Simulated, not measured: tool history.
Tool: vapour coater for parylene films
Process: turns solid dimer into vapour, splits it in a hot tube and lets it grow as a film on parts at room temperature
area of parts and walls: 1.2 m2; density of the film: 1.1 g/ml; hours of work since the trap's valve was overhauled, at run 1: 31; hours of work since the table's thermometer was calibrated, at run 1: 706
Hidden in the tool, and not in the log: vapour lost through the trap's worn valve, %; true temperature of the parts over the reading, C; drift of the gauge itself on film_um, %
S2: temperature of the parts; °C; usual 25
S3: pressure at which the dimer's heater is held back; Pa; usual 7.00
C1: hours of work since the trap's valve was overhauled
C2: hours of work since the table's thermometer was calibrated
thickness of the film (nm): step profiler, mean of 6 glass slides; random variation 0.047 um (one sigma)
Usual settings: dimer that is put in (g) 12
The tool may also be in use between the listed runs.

run 1 hour=0.0 | dimer_that_is_put_in_(g)=12 S2=25 S3=7.00 | C1=31 C2=706 | thickness_of_the_film_(nm)=5380
run 2 hour=17.1 | dimer_that_is_put_in_(g)=12 S2=25 S3=7.00 | C1=43 C2=718 | thickness_of_the_film_(nm)=5310
run 3 hour=29.8 | dimer_that_is_put_in_(g)=12 S2=25 S3=7.00 | C1=52 C2=727 | thickness_of_the_film_(nm)=5390
run 4 hour=40.2 | dimer_that_is_put_in_(g)=12 S2=25 S3=2.06 | C1=59 C2=735 | thickness_of_the_film_(nm)=6810
run 5 hour=60.0 | dimer_that_is_put_in_(g)=12 S2=25 S3=2.06 | C1=73 C2=749 | thickness_of_the_film_(nm)=6860
run 6 hour=70.9 | dimer_that_is_put_in_(g)=12 S2=25 S3=2.06 | C1=81 C2=757 | thickness_of_the_film_(nm)=6890
run 7 hour=92.9 | dimer_that_is_put_in_(g)=6 S2=25 S3=2.06 | C1=97 C2=772 | thickness_of_the_film_(nm)=3420
run 8 hour=103.0 | dimer_that_is_put_in_(g)=12 S2=35 S3=7.00 | C1=104 C2=779 | thickness_of_the_film_(nm)=3450
run 9 hour=116.7 | dimer_that_is_put_in_(g)=12 S2=25 S3=5.99 | C1=114 C2=789 | thickness_of_the_film_(nm)=5530
run 10 hour=131.0 | dimer_that_is_put_in_(g)=12 S2=25 S3=5.99 | C1=124 C2=799 | thickness_of_the_film_(nm)=5590
run 11 hour=144.0 | dimer_that_is_put_in_(g)=19 S2=25 S3=7.00 | C1=133 C2=809 | thickness_of_the_film_(nm)=8390
run 12 hour=166.6 | dimer_that_is_put_in_(g)=13 S2=26 S3=7.00 | C1=150 C2=825 | thickness_of_the_film_(nm)=5510
run 13 hour=179.0 | dimer_that_is_put_in_(g)=22 S2=26 S3=7.00 | C1=158 C2=834 | thickness_of_the_film_(nm)=9400
run 14 hour=198.8 | dimer_that_is_put_in_(g)=5 S2=25 S3=7.00 | C1=173 C2=848 | thickness_of_the_film_(nm)=2230
run 15 hour=209.7 | dimer_that_is_put_in_(g)=5 S2=25 S3=7.00 | C1=180 C2=856 | thickness_of_the_film_(nm)=2270

Run 16 comes next. What will it give?
run 16 hour=233.8 | dimer_that_is_put_in_(g)=12 S2=24 S3=6.44 | C1=198 C2=873 | thickness_of_the_film_(nm)=?

Run 16 gave thickness of the film (nm) 5650.
Without the tool's hidden state the same run would have given thickness of the film (nm) 5670.
